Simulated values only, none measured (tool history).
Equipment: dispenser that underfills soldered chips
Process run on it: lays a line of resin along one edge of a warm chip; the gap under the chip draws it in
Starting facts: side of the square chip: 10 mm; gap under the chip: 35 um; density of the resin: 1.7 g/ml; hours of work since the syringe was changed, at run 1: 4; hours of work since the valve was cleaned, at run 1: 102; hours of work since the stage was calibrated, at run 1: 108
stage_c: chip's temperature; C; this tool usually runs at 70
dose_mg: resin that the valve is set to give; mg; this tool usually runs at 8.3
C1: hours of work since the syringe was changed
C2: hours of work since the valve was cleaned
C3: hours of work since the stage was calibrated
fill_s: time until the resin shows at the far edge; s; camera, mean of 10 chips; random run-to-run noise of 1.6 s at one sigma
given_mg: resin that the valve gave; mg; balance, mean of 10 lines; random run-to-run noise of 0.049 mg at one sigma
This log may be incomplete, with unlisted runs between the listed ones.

run 1 day=0 | stage_c=70 dose_mg=8.3 | C1=4 C2=102 C3=108 | fill_s=204 given_mg=7.94
-- day=0.142 new syringe of resin
run 2 day=0.167 | stage_c=70 dose_mg=8.3 | C1=0 C2=105 C3=111 | fill_s=170.3 given_mg=7.85
run 3 day=0.296 | stage_c=70 dose_mg=8.3 | C1=3 C2=107 C3=113 | fill_s=197.5 given_mg=7.85
-- day=0.471 new syringe of resin
run 4 day=0.483 | stage_c=70 dose_mg=8.3 | C1=0 C2=110 C3=117 | fill_s=170.2 given_mg=7.76
run 5 day=0.65 | stage_c=70 dose_mg=8.3 | C1=3 C2=114 C3=120 | fill_s=205.2 given_mg=7.91
-- day=0.804 new syringe of resin
run 6 day=0.804 | stage_c=59 dose_mg=8.3 | C1=0 C2=116 C3=122 | fill_s=258.6 given_mg=7.75
run 7 day=0.908 | stage_c=59 dose_mg=8.3 | C1=2 C2=118 C3=124 | fill_s=289.7 given_mg=7.87
run 8 day=0.988 | stage_c=59 dose_mg=8.3 | C1=3 C2=120 C3=126 | fill_s=319.5 given_mg=7.74
-- day=1.138 new syringe of resin
run 9 day=1.175 | stage_c=69 dose_mg=8.3 | C1=1 C2=123 C3=129 | fill_s=181.5 given_mg=7.7
run 10 day=1.317 | stage_c=69 dose_mg=8.3 | C1=3 C2=125 C3=132 | fill_s=208.4 given_mg=7.78
run 11 day=1.417 | stage_c=69 dose_mg=8.3 | C1=5 C2=127 C3=133 | fill_s=242 given_mg=7.73
-- day=1.479 new syringe of resin
run 12 day=1.512 | stage_c=76 dose_mg=8.3 | C1=1 C2=129 C3=135 | fill_s=139.8 given_mg=7.66
run 13 day=1.683 | stage_c=76 dose_mg=8.3 | C1=4 C2=132 C3=138 | fill_s=171.1 given_mg=7.69
-- day=1.812 new syringe of resin
run 14 day=1.862 | stage_c=63 dose_mg=8.3 | C1=1 C2=135 C3=141 | fill_s=231.8 given_mg=7.67
run 15 day=2.029 | stage_c=73 dose_mg=8.09 | C1=4 C2=138 C3=144 | fill_s=187.8 given_mg=7.47
-- day=2.146 new syringe of resin
run 16 day=2.204 | stage_c=73 dose_mg=8.09 | C1=1 C2=141 C3=147 | fill_s=156.8 given_mg=7.45
-- day=2.304 dispensing valve cleaned and set on the balance
run 17 day=2.383 | stage_c=65 dose_mg=8.97 | C1=4 C2=2 C3=150 | fill_s=240.6 given_mg=9.02
run 18 day=2.471 | stage_c=65 dose_mg=8.97 | C1=5 C2=3 C3=152 | fill_s=262.2 given_mg=8.92
-- day=2.517 new syringe of resin
run 19 day=2.675 | stage_c=61 dose_mg=8.3 | C1=3 C2=7 C3=155 | fill_s=282 given_mg=8.24
-- day=2.85 new syringe of resin
run 20 day=2.85 | stage_c=58 dose_mg=8.23 | C1=0 C2=10 C3=158 | fill_s=268.2 given_mg=8.17
run 21 day=2.988 | stage_c=69 dose_mg=7.59 | C1=3 C2=12 C3=161 | fill_s=200 given_mg=7.57
run 22 day=3.108 | stage_c=63 dose_mg=7.49 | C1=5 C2=15 C3=163 | fill_s=297.5 given_mg=7.32
-- day=3.179 new syringe of resin
run 23 day=3.233 | stage_c=82 dose_mg=8.09 | C1=1 C2=17 C3=165 | fill_s=114.1 given_mg=7.95
run 24 day=3.358 | stage_c=75 dose_mg=10.8 | C1=3 C2=19 C3=167 | fill_s=161.7 given_mg=10.64
run 25 day=3.442 | stage_c=76 dose_mg=8.34 | C1=5 C2=20 C3=169 | fill_s=176.7 given_mg=8.2
-- day=3.517 new syringe of resin
run 26 day=3.621 | stage_c=76 dose_mg=8.34 | C1=2 C2=24 C3=172 | fill_s=151.9 given_mg=8.22

Below are 3 alternative next runs, each starting from the tool's condition after run 26. Predict each:
run A day=3.712 | stage_c=77 dose_mg=8.23 | C1=4 C2=25 C3=174 | fill_s=? given_mg=?
run B day=3.712 | stage_c=75 dose_mg=9.17 | C1=4 C2=25 C3=174 | fill_s=? given_mg=?
run C day=3.712 | stage_c=69 dose_mg=8.3 | C1=4 C2=25 C3=174 | fill_s=? given_mg=?

run=A fill_s=164.3 given_mg=8.06
run=B fill_s=168.7 given_mg=9.08
run=C fill_s=215.6 given_mg=8.12
What these runs would have given with no unlogged condition in the tool:
run=A fill_s=126.4 given_mg=8.17
run=B fill_s=129.9 given_mg=9.19
run=C fill_s=165.6 given_mg=8.23
